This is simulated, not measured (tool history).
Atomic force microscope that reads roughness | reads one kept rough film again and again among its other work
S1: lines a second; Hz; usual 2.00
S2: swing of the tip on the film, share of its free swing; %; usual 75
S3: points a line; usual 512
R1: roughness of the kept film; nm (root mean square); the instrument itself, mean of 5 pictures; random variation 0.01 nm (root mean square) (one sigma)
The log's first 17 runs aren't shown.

Run 18, hour 406.0: usual settings but S3 750. Result: R1 2.103 nm (root mean square).
Run 19, hour 420.0: usual settings but S3 750. Result: R1 2.064 nm (root mean square).
Run 20, hour 437.4: usual settings but S3 631. Result: R1 2.009 nm (root mean square).
Run 21, hour 453.2: usual settings but S1 0.62 Hz, S3 580. Result: R1 2.195 nm (root mean square).
At hour 481.4: new tip fitted.
Run 22, hour 481.6: usual settings but S1 0.62 Hz, S3 580. Result: R1 2.678 nm (root mean square).
Run 23, hour 515.7: usual settings but S1 0.62 Hz, S3 580. Result: R1 2.565 nm (root mean square).
Run 24, hour 538.2: usual settings but S1 0.62 Hz, S3 580. Result: R1 2.503 nm (root mean square).
Run 25, hour 567.6: usual settings but S1 0.69 Hz, S2 88 %, S3 282. Result: R1 2.270 nm (root mean square).
Run 26, hour 602.5: usual settings but S1 0.57 Hz, S2 61 %, S3 341. Result: R1 2.372 nm (root mean square).
Run 27, hour 629.4: usual settings but S1 0.54 Hz, S2 61 %, S3 382. Result: R1 2.320 nm (root mean square).
Run 28, hour 655.8: usual settings but S1 0.54 Hz, S2 61 %, S3 382. Result: R1 2.262 nm (root mean square).
At hour 671.6: new tip fitted.
Run 29, hour 687.9: usual settings but S1 1.83 Hz, S2 57 %. Result: R1 2.650 nm (root mean square).
Run 30, hour 715.5: usual settings but S1 1.01 Hz, S2 69 %. Result: R1 2.509 nm (root mean square).
Run 31, hour 743.2: usual settings but S1 1.01 Hz, S2 68 %, S3 458. Result: R1 2.431 nm (root mean square).
Run 32, hour 769.6: usual settings but S1 3.56 Hz, S2 55 %, S3 368. Result: R1 2.286 nm (root mean square).
Run 33, hour 804.3: usual settings but S1 3.56 Hz, S2 62 %, S3 524. Result: R1 2.130 nm (root mean square).
Run 34, hour 821.2: usual settings but S1 0.62 Hz, S2 71 %. Result: R1 2.286 nm (root mean square).

5 ways to go on from here, each from the tool as it stands after run 34. What would each give?
Run A, hour 836.2: usual settings but S1 0.62 Hz, S2 59 %. Result: R1 ?.
Run B, hour 836.2: usual settings but S1 0.60 Hz, S2 71 %. Result: R1 ?.
Run C, hour 836.2: usual settings but S1 0.56 Hz, S2 56 %, S3 834. Result: R1 ?.
Run D, hour 836.2: usual settings but S2 64 %, S3 363. Result: R1 ?.
Run E, hour 836.2: usual settings but S2 60 %. Result: R1 ?.

run     R1
  A  2.274
  B  2.218
  C  2.307
  D  2.135
  E  2.165
Without the tool's hidden state the same runs would have given:
run     R1
  A  2.762
  B  2.695
  C  2.801
  D  2.592
  E  2.630
